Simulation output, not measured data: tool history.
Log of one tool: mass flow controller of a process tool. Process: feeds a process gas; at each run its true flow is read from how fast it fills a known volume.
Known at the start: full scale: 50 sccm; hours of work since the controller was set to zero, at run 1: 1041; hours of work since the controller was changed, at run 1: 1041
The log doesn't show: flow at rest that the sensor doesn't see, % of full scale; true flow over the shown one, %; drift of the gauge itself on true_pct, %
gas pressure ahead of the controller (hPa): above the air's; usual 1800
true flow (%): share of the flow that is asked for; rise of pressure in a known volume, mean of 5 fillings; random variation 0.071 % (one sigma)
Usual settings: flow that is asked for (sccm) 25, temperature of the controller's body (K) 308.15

| run | hour | flow that is asked for (sccm) | gas pressure ahead of the controller (hPa) | temperature of the controller's body (K) | hours of work since the controller was set to zero | hours of work since the controller was changed | true flow (%) |
|---|---|---|---|---|---|---|---|
| 1 | 0 | 25 | 1800 | 308.15 | 1041 | 1041 | 99.8 |
| 2 | 121.2 | 25 | 1800 | 308.15 | 1099 | 1099 | 99.82 |
| 3 | 252.2 | 25 | 1800 | 308.15 | 1161 | 1161 | 99.99 |
| 4 | 357 | 25 | 1800 | 308.15 | 1210 | 1210 | 99.84 |
| 5 | 527.2 | 25 | 1920 | 308.15 | 1291 | 1291 | 99.81 |
| 6 | 688 | 25 | 1800 | 308.15 | 1368 | 1368 | 99.85 |
| 7 | 829.4 | 25 | 1800 | 308.15 | 1435 | 1435 | 99.7 |
| 8 | 978.6 | 25 | 1850 | 308.15 | 1505 | 1505 | 99.75 |
| 9 | 1063.7 | 25 | 1800 | 308.15 | 1546 | 1546 | 99.67 |
| 10 | 1156.6 | 25 | 1800 | 308.15 | 1590 | 1590 | 99.95 |
| 11 | 1271.8 | 25 | 1800 | 308.15 | 1645 | 1645 | 99.79 |
| 12 | 1361.1 | 9 | 1800 | 308.15 | 1687 | 1687 | 100.18 |
| 13 | 1494.6 | 9 | 1800 | 308.15 | 1750 | 1750 | 100.21 |
| 14 | 1642.5 | 9 | 1800 | 308.15 | 1820 | 1820 | 100.38 |
| 15 | 1824.9 | 23 | 2700 | 309.15 | 1907 | 1907 | 100.16 |
| 16 | 1924.3 | 23 | 2700 | 309.15 | 1954 | 1954 | 100.25 |
| 17 | 2035.5 | 7 | 2730 | 309.15 | 2007 | 2007 | 101.3 |
| 18 | 2113.7 | 7 | 2730 | 309.15 | 2044 | 2044 | 101.11 |
| 19 | 2214.7 | 29 | 2770 | 297.15 | 2092 | 2092 | 99.32 |
| 20 | 2290.4 | 25 | 1590 | 308.15 | 2128 | 2128 | 99.57 |
| 21 | 2395 | 26 | 2590 | 297.15 | 2177 | 2177 | 99.34 |
| 22 | 2486.1 | 25 | 2640 | 310.15 | 2221 | 2221 | 100 |
| 23 | 2657 | 18 | 1500 | 297.15 | 2302 | 2302 | 98.95 |
| 24 | 2823.3 | 14 | 1500 | 297.15 | 2381 | 2381 | 99.06 |
| 25 | 2998.8 | 31 | 1800 | 307.15 | 2464 | 2464 | 99.56 |

Forecast each of these 4 alternatives for the next run:
| A | 3117.7 | 13 | 2150 | 303.15 | 2520 | 2520 | ? |
| B | 3117.7 | 13 | 1620 | 296.15 | 2520 | 2520 | ? |
| C | 3117.7 | 8 | 1510 | 307.15 | 2520 | 2520 | ? |
| D | 3117.7 | 25 | 1750 | 308.15 | 2520 | 2520 | ? |

| run | true flow (%) |
|---|---|
| A | 99.85 |
| B | 98.98 |
| C | 100.37 |
| D | 99.68 |
Without the tool's hidden state the same runs would have given:
| run | true flow (%) |
|---|---|
| A | 99.54 |
| B | 98.66 |
| C | 99.19 |
| D | 100.02 |

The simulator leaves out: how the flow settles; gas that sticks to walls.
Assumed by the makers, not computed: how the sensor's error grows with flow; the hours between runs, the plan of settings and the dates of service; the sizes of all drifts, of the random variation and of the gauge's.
